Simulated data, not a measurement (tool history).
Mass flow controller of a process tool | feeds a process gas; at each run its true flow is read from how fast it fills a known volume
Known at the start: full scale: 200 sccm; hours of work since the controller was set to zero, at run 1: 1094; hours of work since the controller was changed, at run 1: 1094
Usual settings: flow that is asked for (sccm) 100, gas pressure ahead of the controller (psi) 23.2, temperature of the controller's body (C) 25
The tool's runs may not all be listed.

run	hour	flow that is asked for (sccm)	gas pressure ahead of the controller (psi)	temperature of the controller's body (C)	hours of work since the controller was set to zero	hours of work since the controller was changed	true flow (%)
1	0.0	100	23.2	25	1094	1094	98.46
2	279.8	60	23.2	25	1235	1235	97.96
3	483.9	40	23.2	25	1338	1338	97.60
4	844.2	40	38.7	25	1519	1519	97.18
5	1160.4	40	38.7	25	1678	1678	97.26
6	1404.1	40	38.7	25	1801	1801	97.47
7	1780.8	40	38.7	25	1990	1990	97.48
8	2156.2	40	38.7	25	2179	2179	97.56
9	2402.7	40	38.7	25	2303	2303	97.64
10	2650.7	100	23.2	25	2428	2428	99.18
11	2963.4	100	23.2	25	2585	2585	99.22
12	3241.9	100	23.2	25	2725	2725	99.37
13	3413.6	100	23.2	25	2812	2812	99.32
14	3647.0	100	23.2	25	2929	2929	99.41
15	3937.2	100	23.2	25	3075	3075	99.57
16	4108.4	67	32.2	25	3161	3161	98.73
17	4384.6	177	38.4	32	3300	3300	99.76
18	4585.5	180	23.9	26	3402	3402	100.95
19	4869.2	32	22.5	25	3544	3544	98.58
20	5046.3	32	22.5	25	3633	3633	98.76
21	5211.2	32	22.5	25	3716	3716	98.77
22	5508.0	100	23.2	30	3866	3866	99.44
23	5838.6	100	23.2	30	4032	4032	99.52
24	6210.5	26	39.3	20	4219	4219	98.60
25	6457.9	80	23.2	31	4344	4344	99.12
26	6722.8	80	23.2	31	4477	4477	99.31
27	7041.3	80	23.2	31	4637	4637	99.28
28	7372.9	25	35.4	27	4804	4804	98.31
29	7687.0	25	35.4	27	4962	4962	98.40
30	8020.8	25	35.4	27	5130	5130	98.58

Some steps in true flow (%) between neighbouring runs. How much of each would the tool show without its hidden state too (settings, what came in, random variation), and how much is left for the hidden state, with any gauge scatter that isn't in both results?
The hidden state here: flow at rest that the sensor doesn't see, % of full scale; true flow over the shown one, %; drift of the gauge itself on true_pct, %.
Run 6 -> 7: no setting changed, nothing entered. true flow (%) +0.01: hidden state +0.09, all else -0.08.
Run 9 -> 10: flow that is asked for (sccm) 40 -> 100, gas pressure ahead of the controller (psi) 38.7 -> 23.2. true flow (%) +1.54: hidden state +0.08, all else +1.46.
Run 17 -> 18: flow that is asked for (sccm) 177 -> 180, gas pressure ahead of the controller (psi) 38.4 -> 23.9, temperature of the controller's body (C) 32 -> 26. true flow (%) +1.19: hidden state +0.06, all else +1.13.
Run 18 -> 19: flow that is asked for (sccm) 180 -> 32, gas pressure ahead of the controller (psi) 23.9 -> 22.5, temperature of the controller's body (C) 26 -> 25. true flow (%) -2.37: hidden state +0.02, all else -2.39.
Run 21 -> 22: flow that is asked for (sccm) 32 -> 100, gas pressure ahead of the controller (psi) 22.5 -> 23.2, temperature of the controller's body (C) 25 -> 30. true flow (%) +0.67: hidden state +0.10, all else +0.57.
Run 24 -> 25: flow that is asked for (sccm) 26 -> 80, gas pressure ahead of the controller (psi) 39.3 -> 23.2, temperature of the controller's body (C) 20 -> 31. true flow (%) +0.52: hidden state +0.10, all else +0.42.

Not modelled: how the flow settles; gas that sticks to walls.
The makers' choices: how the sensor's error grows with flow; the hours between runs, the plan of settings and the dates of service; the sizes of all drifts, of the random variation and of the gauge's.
